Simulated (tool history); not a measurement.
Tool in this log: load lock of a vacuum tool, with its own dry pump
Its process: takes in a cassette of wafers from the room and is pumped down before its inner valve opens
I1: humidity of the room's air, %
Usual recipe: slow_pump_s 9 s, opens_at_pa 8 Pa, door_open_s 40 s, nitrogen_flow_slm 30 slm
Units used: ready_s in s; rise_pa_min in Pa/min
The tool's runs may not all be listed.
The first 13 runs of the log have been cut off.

run 14 day=78.058 | slow_pump_s=17 opens_at_pa=8 door_open_s=40 nitrogen_flow_slm=15 | I1=48.1 | ready_s=29.6 rise_pa_min=0.205
run 15 day=82.958 | slow_pump_s=17 opens_at_pa=8 door_open_s=40 nitrogen_flow_slm=15 | I1=43.5 | ready_s=29.1 rise_pa_min=0.211
run 16 day=88.521 | slow_pump_s=17 opens_at_pa=8 door_open_s=40 nitrogen_flow_slm=15 | I1=43.7 | ready_s=29.2 rise_pa_min=0.211
run 17 day=94.312 | slow_pump_s=17 opens_at_pa=8 door_open_s=40 nitrogen_flow_slm=8 | I1=48.6 | ready_s=28.8 rise_pa_min=0.231
run 18 day=99.029 | slow_pump_s=17 opens_at_pa=12 door_open_s=34 nitrogen_flow_slm=43 | I1=43.9 | ready_s=28.8 rise_pa_min=0.212
run 19 day=107.500 | slow_pump_s=17 opens_at_pa=12 door_open_s=34 nitrogen_flow_slm=14 | I1=42.4 | ready_s=28.0 rise_pa_min=0.236
run 20 day=111.958 | slow_pump_s=13 opens_at_pa=12 door_open_s=45 nitrogen_flow_slm=8 | I1=47.7 | ready_s=25.9 rise_pa_min=0.266
run 21 day=118.188 | slow_pump_s=9 opens_at_pa=8 door_open_s=32 nitrogen_flow_slm=30 | I1=41.6 | ready_s=23.7 rise_pa_min=0.236
run 22 day=123.817 | slow_pump_s=9 opens_at_pa=8 door_open_s=32 nitrogen_flow_slm=30 | I1=45.8 | ready_s=23.8 rise_pa_min=0.247
run 23 day=131.133 | slow_pump_s=6 opens_at_pa=11 door_open_s=38 nitrogen_flow_slm=30 | I1=45.4 | ready_s=22.0 rise_pa_min=0.263
run 24 day=138.738 | slow_pump_s=6 opens_at_pa=11 door_open_s=138 nitrogen_flow_slm=5 | I1=49.2 | ready_s=21.2 rise_pa_min=0.349
run 25 day=146.929 | slow_pump_s=6 opens_at_pa=11 door_open_s=138 nitrogen_flow_slm=5 | I1=46.3 | ready_s=21.1 rise_pa_min=0.352
run 26 day=152.854 | slow_pump_s=6 opens_at_pa=16 door_open_s=187 nitrogen_flow_slm=8 | I1=44.0 | ready_s=20.5 rise_pa_min=0.348
run 27 day=157.696 | slow_pump_s=6 opens_at_pa=8 door_open_s=187 nitrogen_flow_slm=12 | I1=46.9 | ready_s=21.4 rise_pa_min=0.347
run 28 day=164.321 | slow_pump_s=12 opens_at_pa=11 door_open_s=52 nitrogen_flow_slm=30 | I1=44.1 | ready_s=25.9 rise_pa_min=0.310
run 29 day=170.104 | slow_pump_s=12 opens_at_pa=11 door_open_s=52 nitrogen_flow_slm=30 | I1=43.3 | ready_s=25.0 rise_pa_min=0.316
run 30 day=175.800 | slow_pump_s=12 opens_at_pa=11 door_open_s=52 nitrogen_flow_slm=30 | I1=41.4 | ready_s=25.8 rise_pa_min=0.328
run 31 day=183.767 | slow_pump_s=14 opens_at_pa=7 door_open_s=57 nitrogen_flow_slm=4 | I1=45.3 | ready_s=27.5 rise_pa_min=0.383
run 32 day=192.008 | slow_pump_s=14 opens_at_pa=7 door_open_s=57 nitrogen_flow_slm=4 | I1=45.3 | ready_s=27.9 rise_pa_min=0.392
run 33 day=199.854 | slow_pump_s=14 opens_at_pa=7 door_open_s=57 nitrogen_flow_slm=4 | I1=44.7 | ready_s=27.4 rise_pa_min=0.404
run 34 day=205.525 | slow_pump_s=14 opens_at_pa=7 door_open_s=57 nitrogen_flow_slm=4 | I1=46.2 | ready_s=27.6 rise_pa_min=0.413

What if the next run were any one of these 5? Each begins from the tool's condition after run 34:
run A day=211.154 | slow_pump_s=11 opens_at_pa=8 door_open_s=95 nitrogen_flow_slm=6 | I1=46.1 | ready_s=? rise_pa_min=?
run B day=211.154 | slow_pump_s=14 opens_at_pa=7 door_open_s=33 nitrogen_flow_slm=4 | I1=45.3 | ready_s=? rise_pa_min=?
run C day=211.154 | slow_pump_s=6 opens_at_pa=13 door_open_s=196 nitrogen_flow_slm=4 | I1=47.6 | ready_s=? rise_pa_min=?
run D day=211.154 | slow_pump_s=14 opens_at_pa=7 door_open_s=44 nitrogen_flow_slm=5 | I1=41.4 | ready_s=? rise_pa_min=?
run E day=211.154 | slow_pump_s=8 opens_at_pa=7 door_open_s=59 nitrogen_flow_slm=23 | I1=46.6 | ready_s=? rise_pa_min=?

run=A ready_s=24.9 rise_pa_min=0.439
run=B ready_s=28.1 rise_pa_min=0.405
run=C ready_s=21.6 rise_pa_min=0.484
run=D ready_s=28.2 rise_pa_min=0.415
run=E ready_s=23.0 rise_pa_min=0.403
Stripped of hidden state, with their random variation kept, the same runs would have yielded:
run=A ready_s=23.8 rise_pa_min=0.072
run=B ready_s=27.1 rise_pa_min=0.046
run=C ready_s=20.5 rise_pa_min=0.117
run=D ready_s=27.2 rise_pa_min=0.051
run=E ready_s=21.9 rise_pa_min=0.035
